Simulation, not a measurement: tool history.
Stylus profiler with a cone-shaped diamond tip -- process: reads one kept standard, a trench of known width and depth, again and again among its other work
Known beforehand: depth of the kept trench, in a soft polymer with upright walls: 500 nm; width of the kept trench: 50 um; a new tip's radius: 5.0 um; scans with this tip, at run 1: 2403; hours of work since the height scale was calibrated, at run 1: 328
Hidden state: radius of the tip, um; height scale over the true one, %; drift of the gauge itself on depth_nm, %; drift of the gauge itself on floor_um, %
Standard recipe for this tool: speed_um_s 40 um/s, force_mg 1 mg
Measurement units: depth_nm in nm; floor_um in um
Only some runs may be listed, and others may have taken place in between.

run   hour  speed_um_s  force_mg  scans with this tip  hours of work since the height scale was calibrated  depth_nm  floor_um
  1      0          40         1                 2403                                                  328    503.79      45.4
  2   27.4          40         1                 2486                                                  339    503.86     45.43
  3   44.8          40         1                 2539                                                  346    503.72     45.35
  4   64.7          40         1                 2599                                                  355    503.93      45.4
  5   87.3          40      1.82                 2667                                                  364     505.7     45.46
  6  107.5          40      1.82                 2729                                                  372    505.81     45.47
  7  123.4          40      1.82                 2777                                                  379    505.72     45.41
  8  142.7          40      0.66                 2836                                                  387     502.8     45.32
  9  157.3          40      0.66                 2880                                                  393    502.88     45.32
 10  185.3          40      0.66                 2964                                                  405    502.79     45.31
 11  204.6          40      0.66                 3023                                                  413     502.7      45.4
 12  221.7          40      0.66                 3075                                                  420    502.88     45.32
 13  238.4          40      0.66                 3126                                                  427    502.61     45.31
 14  258.1          40      0.66                 3185                                                  435    502.98     45.35
 15  276.4          40         1                 3241                                                  442    503.76     45.36
 16  292.5          40         1                 3290                                                  449    503.76     45.43
 17    314          40         1                 3355                                                  458    503.91     45.36
 18  338.2          40         1                 3428                                                  468    503.78     45.34
 19  364.9          40         1                 3509                                                  479    503.87     45.42
 20  378.3          54      0.35                 3550                                                  484    501.89     45.04
 21  398.9          54      0.35                 3612                                                  493    502.01     45.11
 22  422.4          57      1.41                 3683                                                  503    504.73     45.31
 23  451.4          18      2.79                 3771                                                  515     507.4     45.58
 24  474.8         140      1.25                 3842                                                  524    504.34     44.84
 25  490.3         140      1.25                 3889                                                  531    504.39     44.83
 26  511.4         140      1.25                 3953                                                  539    504.45     44.84
 27  527.4          33      1.62                 4002                                                  546    505.52     45.43
 28  548.3          33      1.62                 4065                                                  555    505.52     45.46
 29  569.5          50      0.43                 4129                                                  564    502.29     45.13
 30  588.5         108         1                 4187                                                  571    503.89        45
 31  607.6          44      0.53                 4245                                                  579     502.4     45.23
 32  630.1          30      1.84                 4313                                                  589    505.71      45.5
 33  648.8          17      0.95                 4370                                                  596    503.61     45.51
 34  676.9          21      1.28                 4455                                                  608     504.3     45.53
 35  705.4          21      1.28                 4541                                                  620    504.63     45.52
 36  721.5          20      2.17                 4590                                                  626    506.27     45.59

Consider 3 possible next runs. They are alternatives, not a sequence: every one starts from the tool as it was left by run 36. What does each give?
  A  738.6          56      0.58                 4642                                                  633         ?         ?
  B  738.6          86      2.79                 4642                                                  633         ?         ?
  C  738.6          45      0.48                 4642                                                  633         ?         ?

run  depth_nm  floor_um
  A    502.68     45.17
  B    507.59     45.31
  C    502.38     45.15
What these runs would have given with no unlogged condition in the tool:
run  depth_nm  floor_um
  A    502.71     45.17
  B    507.61     45.31
  C     502.4     45.16
